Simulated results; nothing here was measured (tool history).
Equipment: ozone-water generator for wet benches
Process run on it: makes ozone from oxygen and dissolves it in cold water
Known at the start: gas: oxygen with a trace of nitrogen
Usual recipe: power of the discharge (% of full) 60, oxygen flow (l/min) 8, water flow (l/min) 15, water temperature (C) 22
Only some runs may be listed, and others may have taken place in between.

run,hour,power of the discharge (% of full),oxygen flow (l/min),water flow (l/min),water temperature (C),dissolved ozone (ppm),ozone in the gas ahead of the water (g/m3)
1,0,60,8,15,22,29.1,203
2,26.3,60,11.43,15,22,25.8,162.4
3,71.1,60,11.43,15,22,25.8,163.2
4,99.5,60,11.43,15,22,25.8,161.8
5,149.2,60,11.43,15,22,25.7,162.3
6,198.1,60,8,15,22,28.6,202.8
7,228.1,60,8,15,22,28.7,202
8,271.4,66,8,15,22,29.8,211.1
9,300.1,66,9.75,15,22,28.3,184.2
10,333,60,8,15,22,29.2,201
11,356.3,60,8,15,19,30.3,202.8
12,378.7,60,8,15,22,29,199.7
13,417,60,8,15,22,28.6,201.2
14,458.4,60,8,14,22,29.7,202.1
15,486.5,60,8,14,22,29.6,199.6
16,518.5,60,8,14,22,29.1,202.6
17,570.6,60,8,15,22,28.4,200.1
18,596.1,66,10.94,16,22,26.3,173.9
19,632.4,47,8,18,17,24.9,176.6
20,684.2,47,8,18,17,24.8,177.3
21,721.6,76,4.09,15,22,36.4,345.6
22,746.8,76,4.09,15,22,36,341.9
23,778.9,76,4.09,15,22,36.5,342.1
24,801.7,76,4.09,15,22,36.3,346.8
25,826.7,60,7.05,15,22,29.3,215.9
26,852.3,52,8,15,25,24.7,185.9
27,884.2,69,8,15,16,34.2,213
28,935.4,69,8,15,16,33.7,214.7
29,963.5,69,8,15,16,34,214.6
30,1016.6,77,12.61,11,14,37.3,166.8
31,1056.5,77,12.61,11,14,37.1,167.7
32,1103.6,47,12.61,16,14,24.9,132.6
33,1135.2,48,12.61,16,19,22.4,132.5
34,1169.8,44,6.03,16,14,28.3,204

Each run again, without the hidden state but with its own random variation kept:
What the log doesn't record here: yield of the discharge, % of new electrodes'; contactor's efficiency, % of a clean one's; true water temperature over the reading, C; drift of the gauge itself on ozone_ppm, %; drift of the gauge itself on gas_g_m3, %.
run,dissolved ozone (ppm),ozone in the gas ahead of the water (g/m3)
1,29.5,205.2
2,26.2,164.3
3,26.2,165.2
4,26.3,164
5,26.2,164.7
6,29.2,206
7,29.4,205.4
8,30.6,215.1
9,29.1,187.9
10,30,204.9
11,31.1,206.9
12,29.8,203.9
13,29.4,205.6
14,30.7,206.8
15,30.6,204.4
16,30.1,207.7
17,29.4,205.4
18,27.3,178.9
19,25.8,180.9
20,25.8,181.8
21,38,357.5
22,37.6,354
23,38.2,354.6
24,38.1,359.7
25,30.6,223.2
26,25.8,191.7
27,35.9,221.1
28,35.5,223.2
29,35.9,223.2
30,39.5,174.1
31,39.3,175.3
32,26.1,137.3
33,23.6,137.4
34,29.8,211.2
